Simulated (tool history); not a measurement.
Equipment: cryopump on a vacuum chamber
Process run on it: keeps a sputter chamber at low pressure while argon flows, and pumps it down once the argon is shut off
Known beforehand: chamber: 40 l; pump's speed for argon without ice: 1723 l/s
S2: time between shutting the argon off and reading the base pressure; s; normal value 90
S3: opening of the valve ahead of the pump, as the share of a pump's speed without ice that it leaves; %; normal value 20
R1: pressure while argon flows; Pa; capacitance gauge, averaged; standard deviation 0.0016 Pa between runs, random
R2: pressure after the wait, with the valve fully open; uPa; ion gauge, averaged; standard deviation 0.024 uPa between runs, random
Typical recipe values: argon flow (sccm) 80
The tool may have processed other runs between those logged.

{"run": 1, "day": 0.0, "argon flow (sccm)": 80, "S2": 90, "S3": 20, "R1": 0.4054, "R2": 1.0}
{"run": 2, "day": 1.925, "argon flow (sccm)": 80, "S2": 69, "S3": 20, "R1": 0.4067, "R2": 1.24}
{"run": 3, "day": 3.775, "argon flow (sccm)": 80, "S2": 69, "S3": 20, "R1": 0.4095, "R2": 1.3}
{"run": 4, "day": 5.704, "argon flow (sccm)": 80, "S2": 69, "S3": 20, "R1": 0.4094, "R2": 1.34}
{"run": 5, "day": 7.667, "argon flow (sccm)": 80, "S2": 48, "S3": 20, "R1": 0.4118, "R2": 1.74}
{"run": 6, "day": 9.362, "argon flow (sccm)": 80, "S2": 48, "S3": 20, "R1": 0.4132, "R2": 1.8}
{"run": 7, "day": 11.633, "argon flow (sccm)": 80, "S2": 48, "S3": 20, "R1": 0.4168, "R2": 1.82}
{"run": 8, "day": 13.904, "argon flow (sccm)": 80, "S2": 48, "S3": 20, "R1": 0.3979, "R2": 1.71}
{"run": 9, "day": 15.75, "argon flow (sccm)": 80, "S2": 48, "S3": 20, "R1": 0.3942, "R2": 1.7}
{"run": 10, "day": 17.692, "argon flow (sccm)": 80, "S2": 90, "S3": 20, "R1": 0.3955, "R2": 1.15}
{"run": 11, "day": 18.925, "argon flow (sccm)": 80, "S2": 90, "S3": 20, "R1": 0.3964, "R2": 1.13}
{"run": 12, "day": 20.2, "argon flow (sccm)": 158, "S2": 90, "S3": 20, "R1": 0.7842, "R2": 1.15}
{"run": 13, "day": 21.588, "argon flow (sccm)": 158, "S2": 90, "S3": 20, "R1": 0.7901, "R2": 1.15}
{"run": 14, "day": 23.408, "argon flow (sccm)": 58, "S2": 63, "S3": 24, "R1": 0.2427, "R2": 1.51}
{"run": 15, "day": 25.692, "argon flow (sccm)": 57, "S2": 63, "S3": 24, "R1": 0.2386, "R2": 1.47}
{"run": 16, "day": 27.717, "argon flow (sccm)": 83, "S2": 90, "S3": 19, "R1": 0.4427, "R2": 1.26}
{"run": 17, "day": 29.4, "argon flow (sccm)": 40, "S2": 90, "S3": 35, "R1": 0.1184, "R2": 1.28}
{"run": 18, "day": 31.15, "argon flow (sccm)": 80, "S2": 45, "S3": 19, "R1": 0.4296, "R2": 1.97}
{"run": 19, "day": 32.979, "argon flow (sccm)": 113, "S2": 84, "S3": 19, "R1": 0.6065, "R2": 1.32}
{"run": 20, "day": 34.708, "argon flow (sccm)": 83, "S2": 22, "S3": 19, "R1": 0.4462, "R2": 3.63}
{"run": 21, "day": 36.167, "argon flow (sccm)": 33, "S2": 21, "S3": 20, "R1": 0.1697, "R2": 3.59}
{"run": 22, "day": 38.396, "argon flow (sccm)": 136, "S2": 35, "S3": 20, "R1": 0.7055, "R2": 2.54}
{"run": 23, "day": 40.142, "argon flow (sccm)": 33, "S2": 35, "S3": 20, "R1": 0.1617, "R2": 2.39}
{"run": 24, "day": 42.1, "argon flow (sccm)": 59, "S2": 71, "S3": 20, "R1": 0.2899, "R2": 1.5}
{"run": 25, "day": 43.8, "argon flow (sccm)": 50, "S2": 67, "S3": 20, "R1": 0.2482, "R2": 1.56}
{"run": 26, "day": 45.75, "argon flow (sccm)": 50, "S2": 67, "S3": 20, "R1": 0.2478, "R2": 1.55}

Put back what was entered between runs (2 entries, withheld): which listed runs does each sit between, and how does the hidden state differ from the listed run before to the listed run after?
After run 7, before run 8: pump warmed up, emptied and cooled again (day 12.421)
  pump's speed, % of a pump's without ice: 78 -> 98.8; leak into the chamber, uPa l/s: 602 -> 626
  measured value less the no-hidden-state value, R1: +0.0235 -> +0.0020 Pa; R2: +0.28 -> +0.20 uPa
After run 22, before run 23: pump warmed up, emptied and cooled again (day 39.812)
  pump's speed, % of a pump's without ice: 79.2 -> 99.4; cold plate's temperature, K: 12.71 -> 12.72; leak into the chamber, uPa l/s: 908 -> 926
  measured value less the no-hidden-state value, R1: +0.0374 -> +0.0006 Pa; R2: +0.51 -> +0.38 uPa

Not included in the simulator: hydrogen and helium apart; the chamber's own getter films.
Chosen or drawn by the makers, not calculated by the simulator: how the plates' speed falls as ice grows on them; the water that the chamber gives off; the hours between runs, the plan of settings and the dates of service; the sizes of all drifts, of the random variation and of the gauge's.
